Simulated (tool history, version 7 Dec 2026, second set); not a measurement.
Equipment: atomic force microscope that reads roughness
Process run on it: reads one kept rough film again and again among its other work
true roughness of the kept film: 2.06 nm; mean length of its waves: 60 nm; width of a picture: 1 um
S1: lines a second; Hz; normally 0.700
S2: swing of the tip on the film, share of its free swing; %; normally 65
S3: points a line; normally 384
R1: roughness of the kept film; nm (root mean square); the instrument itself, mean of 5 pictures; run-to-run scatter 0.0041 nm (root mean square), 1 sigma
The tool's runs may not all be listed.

run	hour	S1	S2	S3	R1
1	0.0	0.700	65	384	1.979
2	10.4	0.700	65	384	1.966
# hour 13.5: new tip fitted
3	16.8	0.700	65	384	2.004
4	26.5	0.700	65	384	1.995
5	36.9	0.700	65	384	1.993
6	46.9	0.700	65	384	1.990
7	54.6	0.700	86	384	1.923
8	65.9	0.700	86	384	1.911
9	73.1	1.630	65	384	1.942
10	80.6	1.630	65	384	1.937
# hour 82.6: new tip fitted
11	87.8	1.630	65	384	1.966
12	98.6	0.700	61	384	2.002
13	109.5	1.379	61	384	1.979
14	118.6	1.379	61	273	1.980
15	124.1	1.379	61	273	1.966
16	132.9	0.700	65	848	1.983
17	139.6	0.700	65	384	1.985
# hour 151.4: new tip fitted
18	151.4	0.700	65	384	2.008
19	157.8	0.700	65	384	2.006
20	168.4	0.700	65	384	1.999
21	174.5	0.517	63	476	2.010
22	180.9	0.700	65	295	1.985
23	189.2	0.847	71	294	1.965
24	195.6	0.754	65	384	1.982
25	202.0	0.700	59	384	1.997
26	206.7	0.700	59	384	1.996
27	213.7	0.700	62	641	1.986
28	218.8	0.700	62	641	1.983
# hour 220.4: new tip fitted
29	227.0	1.533	62	384	1.985
30	237.2	0.757	65	450	2.001
31	246.8	0.757	65	450	1.993
32	252.8	1.890	63	565	1.947
33	257.6	2.558	83	943	1.747
34	267.4	2.558	83	943	1.744
35	272.9	1.034	65	384	1.975
36	278.9	1.034	65	384	1.970
37	286.0	3.544	56	477	1.929
# hour 289.2: new tip fitted
38	297.5	1.706	87	980	1.813
39	307.1	0.639	81	393	1.962

Forecast each of these 3 alternatives for the next run:
A	313.9	0.700	67	384	?
B	313.9	0.700	83	463	?
C	313.9	0.608	81	393	?

run	R1
A	1.993
B	1.944
C	1.971
Without the tool's unlogged condition, the same runs would have read:
run	R1
A	1.996
B	1.946
C	1.973

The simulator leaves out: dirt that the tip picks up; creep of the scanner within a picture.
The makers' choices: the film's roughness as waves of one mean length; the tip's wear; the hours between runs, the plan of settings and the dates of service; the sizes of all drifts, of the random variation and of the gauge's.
